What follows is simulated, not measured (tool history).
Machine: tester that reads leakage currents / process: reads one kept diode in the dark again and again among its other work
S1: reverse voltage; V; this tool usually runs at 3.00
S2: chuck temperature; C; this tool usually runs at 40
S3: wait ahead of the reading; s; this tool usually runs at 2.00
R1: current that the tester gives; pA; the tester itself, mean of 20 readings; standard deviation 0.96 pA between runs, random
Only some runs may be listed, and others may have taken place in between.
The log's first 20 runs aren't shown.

run 21 hour=2263.5 | S1=3.00 S2=21 S3=2.00 | R1=69.94
-- hour=2274.6 probe card cleaned and baked
-- hour=2425.4 tester calibrated
run 22 hour=2432.1 | S1=2.41 S2=21 S3=8.79 | R1=64.43
run 23 hour=2505.9 | S1=10.83 S2=34 S3=1.00 | R1=414.77
run 24 hour=2583.5 | S1=10.83 S2=34 S3=1.00 | R1=417.05
run 25 hour=2704.6 | S1=3.00 S2=56 S3=0.59 | R1=1094.58
run 26 hour=2806.4 | S1=1.06 S2=43 S3=2.00 | R1=251.96
run 27 hour=2950.0 | S1=14.06 S2=28 S3=1.99 | R1=309.30
run 28 hour=3080.2 | S1=3.00 S2=40 S3=1.21 | R1=350.73
-- hour=3104.5 probe card cleaned and baked, once more
run 29 hour=3164.2 | S1=3.00 S2=40 S3=1.21 | R1=348.69
run 30 hour=3264.0 | S1=3.00 S2=40 S3=1.21 | R1=351.89
run 31 hour=3363.7 | S1=3.00 S2=26 S3=7.33 | R1=114.30
-- hour=3471.8 chuck's temperature calibrated
run 32 hour=3498.8 | S1=3.27 S2=24 S3=0.85 | R1=89.23
run 33 hour=3620.9 | S1=3.27 S2=24 S3=0.85 | R1=90.15
run 34 hour=3702.5 | S1=7.69 S2=28 S3=5.88 | R1=196.81
run 35 hour=3812.9 | S1=7.69 S2=28 S3=5.88 | R1=199.01
run 36 hour=3889.6 | S1=7.69 S2=28 S3=5.88 | R1=199.39
run 37 hour=3987.4 | S1=2.12 S2=55 S3=4.89 | R1=825.90
run 38 hour=4091.4 | S1=10.63 S2=44 S3=3.77 | R1=846.80
run 39 hour=4173.3 | S1=10.63 S2=44 S3=3.77 | R1=856.82
run 40 hour=4266.2 | S1=3.32 S2=40 S3=0.36 | R1=347.97

What if the next run were any one of these 3? Each begins from the tool's condition after run 40:
run A hour=4382.0 | S1=6.25 S2=43 S3=9.04 | R1=?
run B hour=4382.0 | S1=1.14 S2=28 S3=2.00 | R1=?
run C hour=4382.0 | S1=3.00 S2=40 S3=0.48 | R1=?

run=A R1=612.69
run=B R1=77.44
run=C R1=334.68
With no hidden state in the tool, these same runs would have given:
run=A R1=584.86
run=B R1=73.49
run=C R1=319.33
